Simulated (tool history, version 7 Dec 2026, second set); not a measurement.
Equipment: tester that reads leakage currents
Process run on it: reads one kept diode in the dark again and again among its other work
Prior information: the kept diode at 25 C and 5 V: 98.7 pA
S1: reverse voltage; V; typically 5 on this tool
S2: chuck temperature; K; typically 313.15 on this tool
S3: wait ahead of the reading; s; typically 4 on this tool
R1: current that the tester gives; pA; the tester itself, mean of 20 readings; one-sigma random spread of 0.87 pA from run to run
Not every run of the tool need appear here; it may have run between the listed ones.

run	day	S1	S2	S3	R1
1	0	5	313.15	4	300.66
2	1.592	5	313.15	4	301.66
3	3.112	5	313.15	0.48	305.2
4	4.15	5	309.15	4	232.22
5	5.55	5	309.15	4	231.49
6	7.217	5	309.15	4	233.81
7	8.783	7.07	313.15	4	373.86
8	10.546	7.07	313.15	4	375.17
9	11.854	7.07	304.15	4	203.23
10	12.667	5	304.15	4	167.39
11	13.975	5	304.15	4	167.44
12	14.829	5	313.15	3.98	312.45
13	16.304	5	313.15	3.98	312.12
14	17.262	5	313.15	4	311.49
15	18.412	5	313.15	5.12	314.31
16	19.404	5	313.15	5.12	313.92
17	20.729	5	313.15	3.37	315.73
18	22.162	5	313.15	4	315.23
19	23.242	5	313.15	4	318.28
20	24.742	5	313.15	7.74	318.46
21	25.617	3.49	313.15	0.93	261.35
22	27.342	3.02	313.15	4	242.64
23	28.696	1.22	313.15	3.06	145.73
24	30.4	1.22	313.15	3.06	146.21
25	31.771	8.81	299.15	1.12	173.48
26	32.675	1.77	324.15	5.38	369.79
27	33.925	1.77	324.15	9.01	372.5
28	34.904	15.04	295.15	2.7	191.68
29	36.392	15.04	295.15	2.7	176.51
30	37.238	5	295.15	0.4	90.42
31	38.458	16.58	312.15	1.23	563.63
32	39.317	1.48	312.15	0.8	139.02
33	40.562	2.17	306.15	1.35	113.21
34	41.562	5	299.15	9.34	107.34
35	43.271	5	299.15	9.34	107.74
36	44.788	4.37	299.15	1.79	101.15
37	46.425	5.09	313.15	4	298.34
38	47.571	5.09	313.15	4	300.77
39	48.579	5.09	313.15	4	301.35

Not shown here: 3 entries made in the log between runs. Locate each between two listed runs and compare the hidden state at the listed run before it with the hidden state at the listed run after it:
Runs 25 to 26: probe card cleaned and baked (day 31.967)
  stray current of the dirty probe card, pA a volt: 1.349 -> 2.036; true chuck temperature over the reading, C: 1.37 -> 1.4
  the result without the hidden state subtracted from the measured one, R1: +26.57 -> +32.98 pA
Runs 28 to 29: chuck's temperature calibrated (day 35.896)
  stray current of the dirty probe card, pA a volt: 2.063 -> 2.08; true chuck temperature over the reading, C: 1.47 -> 0.03
  the result without the hidden state subtracted from the measured one, R1: +46.82 -> +30.57 pA
Runs 31 to 32: probe card cleaned and baked, once more (day 38.854)
  stray current of the dirty probe card, pA a volt: 2.104 -> 0.027; current scale over the true one, %: -0.52 -> -0.53; true chuck temperature over the reading, C: 0.1 -> 0.12
  the result without the hidden state subtracted from the measured one, R1: +35.2 -> +0.45 pA

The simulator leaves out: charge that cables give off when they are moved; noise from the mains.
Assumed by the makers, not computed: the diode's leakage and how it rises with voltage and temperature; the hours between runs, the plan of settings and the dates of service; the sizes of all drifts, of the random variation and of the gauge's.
